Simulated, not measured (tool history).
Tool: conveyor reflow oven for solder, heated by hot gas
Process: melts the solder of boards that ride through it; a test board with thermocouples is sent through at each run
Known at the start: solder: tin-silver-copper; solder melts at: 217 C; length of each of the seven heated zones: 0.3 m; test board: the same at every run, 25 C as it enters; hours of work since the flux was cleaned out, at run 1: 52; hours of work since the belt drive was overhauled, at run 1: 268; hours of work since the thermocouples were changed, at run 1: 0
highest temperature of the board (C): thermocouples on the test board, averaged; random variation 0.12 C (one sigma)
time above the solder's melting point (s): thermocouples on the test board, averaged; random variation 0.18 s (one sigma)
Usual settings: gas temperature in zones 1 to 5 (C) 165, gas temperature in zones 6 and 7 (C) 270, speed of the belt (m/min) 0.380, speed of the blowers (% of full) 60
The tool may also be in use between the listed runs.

run     day  gas temperature in zones 1 to 5 (C)  gas temperature in zones 6 and 7 (C)  speed of the belt (m/min)  speed of the blowers (% of full)  hours of work since the flux was cleaned out  hours of work since the belt drive was overhauled  hours of work since the thermocouples were changed  highest temperature of the board (C)  time above the solder's melting point (s)
  1   0.000                                  165                                   270                      0.380                                60                                            52                                                268                                                   0                                 252.5                                       67.4
  2   3.438                                  165                                   270                      0.380                                60                                           105                                                322                                                  54                                 252.6                                       67.3
  3   5.721                                  165                                   270                      0.380                                60                                           141                                                357                                                  89                                 252.4                                       67.3
  4   7.688                                  165                                   270                      0.380                                60                                           171                                                388                                                 120                                 252.5                                       67.3
  5   9.558                                  165                                   270                      0.406                                60                                           201                                                417                                                 149                                 250.1                                       60.2
  6  11.317                                  150                                   270                      0.380                                60                                           228                                                445                                                 176                                 249.7                                       59.1
  7  14.700                                  150                                   270                      0.380                                77                                           281                                                497                                                 229                                 254.3                                       65.1
  8  17.862                                  150                                   270                      0.380                                77                                           330                                                547                                                 278                                 254.5                                       65.2
     18.558  -- flux residue cleaned out of gas plates and filters
  9  20.179                                  165                                   270                      0.380                                60                                            25                                                579                                                 311                                 252.6                                       67.6
 10  23.750                                  165                                   270                      0.408                                60                                            81                                                635                                                 367                                 249.9                                       59.5
 11  27.388                                  165                                   270                      0.408                                60                                           138                                                692                                                 424                                 250.0                                       59.6
 12  29.075                                  165                                   270                      0.408                                60                                           164                                                718                                                 450                                 249.8                                       59.7
 13  32.642                                  165                                   270                      0.408                                60                                           219                                                774                                                 505                                 250.0                                       59.6
 14  34.238                                  165                                   270                      0.408                                60                                           244                                                799                                                 530                                 250.0                                       59.7
 15  36.908                                  165                                   270                      0.408                                67                                           286                                                840                                                 572                                 251.8                                       61.7
 16  39.250                                  165                                   270                      0.408                                67                                           322                                                877                                                 608                                 251.9                                       62.3
     40.629  -- flux residue cleaned out of gas plates and filters
 17  41.567                                  165                                   270                      0.350                                67                                            15                                                910                                                 641                                 257.1                                       79.1
     41.825  -- thermocouples of zones 6 and 7 changed
 18  44.542                                  165                                   270                      0.369                                87                                            60                                                955                                                  42                                 258.8                                       76.8
 19  46.438                                  165                                   270                      0.369                                87                                            89                                                984                                                  72                                 259.1                                       76.8
 20  48.600                                  167                                   284                      0.348                                87                                           123                                               1018                                                 106                                 273.8                                       92.3
 21  50.950                                  156                                   270                      0.380                                76                                           160                                               1054                                                 142                                 254.8                                       67.4
 22  53.862                                  169                                   263                      0.308                                71                                           205                                               1100                                                 188                                 254.7                                       91.5
 23  57.271                                  152                                   271                      0.431                                65                                           258                                               1153                                                 241                                 247.4                                       49.8
     59.142  -- belt drive overhauled, speed set with a stopwatch
 24  59.696                                  165                                   261                      0.345                                60                                           293                                                  9                                                 276                                 247.3                                       70.7
 25  62.108                                  165                                   261                      0.345                                60                                           331                                                 46                                                 313                                 247.4                                       70.4
     62.900  -- flux residue cleaned out of gas plates and filters
 26  65.250                                  168                                   259                      0.322                                74                                            37                                                 92                                                 359                                 250.4                                       82.6
 27  67.954                                  152                                   270                      0.307                                60                                            79                                                134                                                 401                                 257.6                                       86.1
 28  71.454                                  165                                   270                      0.380                                60                                           133                                                189                                                 456                                 252.4                                       67.2
 29  75.092                                  165                                   270                      0.380                                60                                           190                                                245                                                 513                                 252.7                                       67.4
 30  77.662                                  150                                   258                      0.362                                60                                           230                                                285                                                 553                                 240.9                                       52.9
 31  80.717                                  165                                   272                      0.380                                70                                           278                                                333                                                 600                                 256.7                                       71.6

3 ways to go on from here, each from the tool as it stands after run 31. What would each give?
  A  83.221                                  159                                   272                      0.380                                85                                           317                                                372                                                 639                                     ?                                          ?
  B  83.221                                  165                                   270                      0.380                                57                                           317                                                372                                                 639                                     ?                                          ?
  C  83.221                                  151                                   271                      0.380                                85                                           317                                                372                                                 639                                     ?                                          ?

run  highest temperature of the board (C)  time above the solder's melting point (s)
  A                                 258.9                                       72.2
  B                                 251.7                                       66.2
  C                                 257.0                                       68.1
Without the tool's hidden state the same runs would have given:
run  highest temperature of the board (C)  time above the solder's melting point (s)
  A                                 259.0                                       72.2
  B                                 251.7                                       66.2
  C                                 257.0                                       68.1
